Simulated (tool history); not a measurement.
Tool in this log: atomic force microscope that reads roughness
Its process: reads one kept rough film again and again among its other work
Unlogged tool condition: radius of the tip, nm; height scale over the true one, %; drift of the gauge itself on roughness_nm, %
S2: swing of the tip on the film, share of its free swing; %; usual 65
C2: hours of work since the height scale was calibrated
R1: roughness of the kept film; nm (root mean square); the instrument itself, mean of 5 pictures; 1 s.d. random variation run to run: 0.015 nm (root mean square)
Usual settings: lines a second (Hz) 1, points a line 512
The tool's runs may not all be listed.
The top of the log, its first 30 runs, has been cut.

{"run": 31, "hour": 196.7, "lines a second (Hz)": 2.34, "S2": 65, "points a line": 512, "pictures with this tip": 249, "C2": 228, "R1": 3.355}
{"run": 32, "hour": 202.5, "lines a second (Hz)": 2.34, "S2": 65, "points a line": 512, "pictures with this tip": 256, "C2": 230, "R1": 3.373}
{"run": 33, "hour": 206.4, "lines a second (Hz)": 2.34, "S2": 65, "points a line": 512, "pictures with this tip": 260, "C2": 232, "R1": 3.345}
{"run": 34, "hour": 213.7, "lines a second (Hz)": 1.17, "S2": 78, "points a line": 957, "pictures with this tip": 268, "C2": 235, "R1": 3.36}
{"run": 35, "hour": 220.2, "lines a second (Hz)": 1.17, "S2": 78, "points a line": 957, "pictures with this tip": 276, "C2": 238, "R1": 3.344}
{"run": 36, "hour": 226.4, "lines a second (Hz)": 1, "S2": 65, "points a line": 939, "pictures with this tip": 283, "C2": 241, "R1": 3.475}
{"run": 37, "hour": 230.7, "lines a second (Hz)": 3.67, "S2": 70, "points a line": 433, "pictures with this tip": 288, "C2": 243, "R1": 3.109}
{"run": 38, "hour": 237.7, "lines a second (Hz)": 3.67, "S2": 70, "points a line": 433, "pictures with this tip": 296, "C2": 246, "R1": 3.086}
{"run": 39, "hour": 246.3, "lines a second (Hz)": 3.79, "S2": 72, "points a line": 433, "pictures with this tip": 305, "C2": 250, "R1": 3.033}
{"run": 40, "hour": 250.4, "lines a second (Hz)": 3.79, "S2": 72, "points a line": 433, "pictures with this tip": 310, "C2": 252, "R1": 3.041}
{"run": 41, "hour": 258.2, "lines a second (Hz)": 3.79, "S2": 72, "points a line": 364, "pictures with this tip": 319, "C2": 256, "R1": 3.009}
{"run": 42, "hour": 265.5, "lines a second (Hz)": 3.79, "S2": 72, "points a line": 355, "pictures with this tip": 327, "C2": 259, "R1": 3.012}
{"run": 43, "hour": 270.5, "lines a second (Hz)": 0.97, "S2": 84, "points a line": 512, "pictures with this tip": 333, "C2": 261, "R1": 3.326}
{"run": 44, "hour": 277.3, "lines a second (Hz)": 0.97, "S2": 84, "points a line": 512, "pictures with this tip": 341, "C2": 265, "R1": 3.298}
{"run": 45, "hour": 282.6, "lines a second (Hz)": 0.97, "S2": 68, "points a line": 512, "pictures with this tip": 347, "C2": 267, "R1": 3.474}
{"run": 46, "hour": 289.3, "lines a second (Hz)": 0.97, "S2": 68, "points a line": 512, "pictures with this tip": 354, "C2": 270, "R1": 3.45}
{"hour": 294.6, "done": "new tip fitted"}
{"run": 47, "hour": 295.3, "lines a second (Hz)": 1.1, "S2": 71, "points a line": 791, "pictures with this tip": 0, "C2": 273, "R1": 3.456}
{"run": 48, "hour": 303.9, "lines a second (Hz)": 1.1, "S2": 71, "points a line": 791, "pictures with this tip": 10, "C2": 277, "R1": 3.447}
{"run": 49, "hour": 309.4, "lines a second (Hz)": 1, "S2": 74, "points a line": 266, "pictures with this tip": 16, "C2": 279, "R1": 3.332}
{"run": 50, "hour": 318.5, "lines a second (Hz)": 2.08, "S2": 83, "points a line": 416, "pictures with this tip": 27, "C2": 283, "R1": 3.059}
{"run": 51, "hour": 327.4, "lines a second (Hz)": 1.84, "S2": 65, "points a line": 508, "pictures with this tip": 37, "C2": 287, "R1": 3.413}
{"run": 52, "hour": 334.9, "lines a second (Hz)": 2.64, "S2": 77, "points a line": 545, "pictures with this tip": 45, "C2": 291, "R1": 3.099}
{"run": 53, "hour": 343.4, "lines a second (Hz)": 2.64, "S2": 77, "points a line": 545, "pictures with this tip": 55, "C2": 295, "R1": 3.106}
{"run": 54, "hour": 348.7, "lines a second (Hz)": 1, "S2": 62, "points a line": 512, "pictures with this tip": 61, "C2": 297, "R1": 3.484}
{"run": 55, "hour": 353.5, "lines a second (Hz)": 1, "S2": 64, "points a line": 512, "pictures with this tip": 66, "C2": 299, "R1": 3.523}

3 ways to go on from here, each from the tool as it stands after run 55. What would each give?
{"run": "A", "hour": 361.1, "lines a second (Hz)": 1.47, "S2": 75, "points a line": 375, "pictures with this tip": 75, "C2": 303, "R1": "?"}
{"run": "B", "hour": 361.1, "lines a second (Hz)": 1, "S2": 64, "points a line": 309, "pictures with this tip": 75, "C2": 303, "R1": "?"}
{"run": "C", "hour": 361.1, "lines a second (Hz)": 1.75, "S2": 57, "points a line": 512, "pictures with this tip": 75, "C2": 303, "R1": "?"}

run=A R1=3.32
run=B R1=3.448
run=C R1=3.496
What these runs would have given with no unlogged condition in the tool:
run=A R1=3.323
run=B R1=3.452
run=C R1=3.499

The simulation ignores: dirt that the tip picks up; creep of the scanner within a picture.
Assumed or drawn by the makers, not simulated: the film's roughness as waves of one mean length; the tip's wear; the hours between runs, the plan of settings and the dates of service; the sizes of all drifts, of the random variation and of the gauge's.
